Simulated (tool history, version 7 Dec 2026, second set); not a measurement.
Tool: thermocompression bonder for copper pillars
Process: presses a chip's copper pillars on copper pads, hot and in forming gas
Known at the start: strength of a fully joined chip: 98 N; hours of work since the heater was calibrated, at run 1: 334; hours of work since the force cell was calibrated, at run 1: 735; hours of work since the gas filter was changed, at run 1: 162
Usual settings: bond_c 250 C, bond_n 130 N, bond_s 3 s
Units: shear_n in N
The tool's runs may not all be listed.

run	hour	bond_c	bond_n	bond_s	hours of work since the heater was calibrated	hours of work since the force cell was calibrated	hours of work since the gas filter was changed	shear_n
1	0.0	250	130	3	334	735	162	66.5
2	40.8	250	130	3	365	766	194	66.8
# hour 87.3: forming gas filter changed
# hour 114.9: force cell calibrated
3	133.1	250	130	3	435	14	34	64.4
4	181.9	250	130	3	473	52	72	63.5
5	220.7	250	130	3	503	82	102	64.2
6	304.6	250	87	3	568	147	167	42.0
7	353.3	250	125	3	606	185	205	59.7
# hour 387.9: forming gas filter changed
8	440.9	250	130	3	674	252	41	63.6
9	515.6	250	130	3	732	310	99	62.7
10	578.0	250	130	3	780	359	147	61.0
11	623.2	226	130	3	815	394	182	47.1
# hour 687.2: forming gas filter changed
12	705.2	226	130	3	878	457	14	49.1
# hour 778.7: heater calibrated with a thermocouple chip
13	798.8	250	130	2	16	528	85	63.4
14	858.8	250	130	2	62	574	131	61.2
15	949.1	250	130	2	132	644	202	60.8
# hour 986.1: forming gas filter changed
16	1034.8	250	102	3	198	710	38	56.8
17	1088.6	250	130	3	240	752	79	68.7
18	1130.3	250	137	3	272	784	112	69.9
# hour 1175.8: force cell calibrated
19	1196.9	250	137	3	323	16	162	66.6
20	1266.1	250	137	6	376	70	216	75.9
# hour 1284.1: forming gas filter changed
21	1342.6	250	105	6	435	129	45	66.5
22	1433.4	250	79	6	506	199	116	51.9
23	1516.7	256	177	2	570	264	180	74.5
# hour 1584.1: forming gas filter changed
24	1606.6	266	79	2	639	333	17	42.5
25	1673.8	250	130	5	691	385	69	72.7
26	1766.1	276	130	3	763	457	141	76.6
27	1839.9	262	111	2	820	514	198	52.9
# hour 1881.8: forming gas filter changed
28	1907.0	262	111	2	872	566	20	55.9
29	1958.0	234	96	2	911	605	59	34.6
# hour 1989.4: heater calibrated with a thermocouple chip
30	2029.9	250	130	7	31	659	113	82.9
31	2075.5	255	179	2	67	695	149	80.3
32	2124.5	255	116	2	105	733	187	58.6
# hour 2180.4: forming gas filter changed
33	2193.1	250	130	2	157	785	10	64.5
# hour 2239.0: force cell calibrated
34	2261.2	250	130	2	209	17	61	58.9
35	2343.3	250	139	3	273	81	125	68.5
36	2382.9	250	81	3	303	112	156	41.0
37	2430.1	228	130	7	340	148	192	67.3
# hour 2479.2: forming gas filter changed
38	2481.1	250	94	3	379	187	1	49.1

Hidden state at the last listed run before each entry between runs and at the first one after, where it differs:
Between runs 2 and 3: forming gas filter changed (hour 87.3); force cell calibrated (hour 114.9)
  true temperature of the bond over the reading, C: -5.8 -> -6.7; force that reaches the chip, % of what is set: 106.6 -> 100.5; oxide that the forming gas leaves, % of the face: 4.66 -> 1.5
  measured less the result without the state, shear_n: -2.8 -> -4.1 N
Between runs 7 and 8: forming gas filter changed (hour 387.9)
  true temperature of the bond over the reading, C: -9.2 -> -10.2; force that reaches the chip, % of what is set: 102 -> 102.5; oxide that the forming gas leaves, % of the face: 5.51 -> 1.51
  measured less the result without the state, shear_n: -7.3 -> -5.1 N
Between runs 11 and 12: forming gas filter changed (hour 687.2)
  true temperature of the bond over the reading, C: -12.2 -> -13; force that reaches the chip, % of what is set: 103.7 -> 104.2; oxide that the forming gas leaves, % of the face: 5.01 -> 0.88
  measured less the result without the state, shear_n: -7.7 -> -5.9 N
Between runs 12 and 13: heater calibrated with a thermocouple chip (hour 778.7)
  true temperature of the bond over the reading, C: -13 -> 0.2; force that reaches the chip, % of what is set: 104.2 -> 104.8; oxide that the forming gas leaves, % of the face: 0.88 -> 2.53
  measured less the result without the state, shear_n: -5.9 -> +1.3 N
Between runs 15 and 16: forming gas filter changed (hour 986.1)
  true temperature of the bond over the reading, C: -1.5 -> -2.5; force that reaches the chip, % of what is set: 105.7 -> 106.3; oxide that the forming gas leaves, % of the face: 5.3 -> 1.58
  measured less the result without the state, shear_n: -1.0 -> +1.2 N
Between runs 18 and 19: force cell calibrated (hour 1175.8)
  true temperature of the bond over the reading, C: -3.5 -> -4.1; force that reaches the chip, % of what is set: 106.9 -> 101.3; oxide that the forming gas leaves, % of the face: 3.36 -> 4.66
  measured less the result without the state, shear_n: -0.6 -> -4.5 N
Between runs 20 and 21: forming gas filter changed (hour 1284.1)
  true temperature of the bond over the reading, C: -4.8 -> -5.7; force that reaches the chip, % of what is set: 101.7 -> 102.2; oxide that the forming gas leaves, % of the face: 5.95 -> 1.59
  measured less the result without the state, shear_n: -5.8 -> -2.8 N
Between runs 23 and 24: forming gas filter changed (hour 1584.1)
  true temperature of the bond over the reading, C: -7.6 -> -8.6; force that reaches the chip, % of what is set: 103.3 -> 103.8; oxide that the forming gas leaves, % of the face: 4.63 -> 1.13
  measured less the result without the state, shear_n: -5.3 -> -2.6 N
Between runs 27 and 28: forming gas filter changed (hour 1881.8)
  true temperature of the bond over the reading, C: -11.2 -> -12; force that reaches the chip, % of what is set: 105.4 -> 105.8; oxide that the forming gas leaves, % of the face: 5.51 -> 1.09
  measured less the result without the state, shear_n: -6.1 -> -3.8 N
Between runs 29 and 30: heater calibrated with a thermocouple chip (hour 1989.4)
  true temperature of the bond over the reading, C: -12.5 -> 0; force that reaches the chip, % of what is set: 106.2 -> 106.6; oxide that the forming gas leaves, % of the face: 2.03 -> 3.25
  measured less the result without the state, shear_n: -4.1 -> +0.2 N
Between runs 32 and 33: forming gas filter changed (hour 2180.4)
  true temperature of the bond over the reading, C: -1.1 -> -1.9; force that reaches the chip, % of what is set: 107.2 -> 107.6; oxide that the forming gas leaves, % of the face: 4.99 -> 0.74
  measured less the result without the state, shear_n: +0.3 -> +2.7 N
Between runs 33 and 34: force cell calibrated (hour 2239.0)
  true temperature of the bond over the reading, C: -1.9 -> -2.6; force that reaches the chip, % of what is set: 107.6 -> 100.2; oxide that the forming gas leaves, % of the face: 0.74 -> 1.94
  measured less the result without the state, shear_n: +2.7 -> -2.2 N
Between runs 37 and 38: forming gas filter changed (hour 2479.2)
  true temperature of the bond over the reading, C: -4.4 -> -5; force that reaches the chip, % of what is set: 101.3 -> 101.6; oxide that the forming gas leaves, % of the face: 4.98 -> 0.54
  measured less the result without the state, shear_n: -5.1 -> -1.9 N
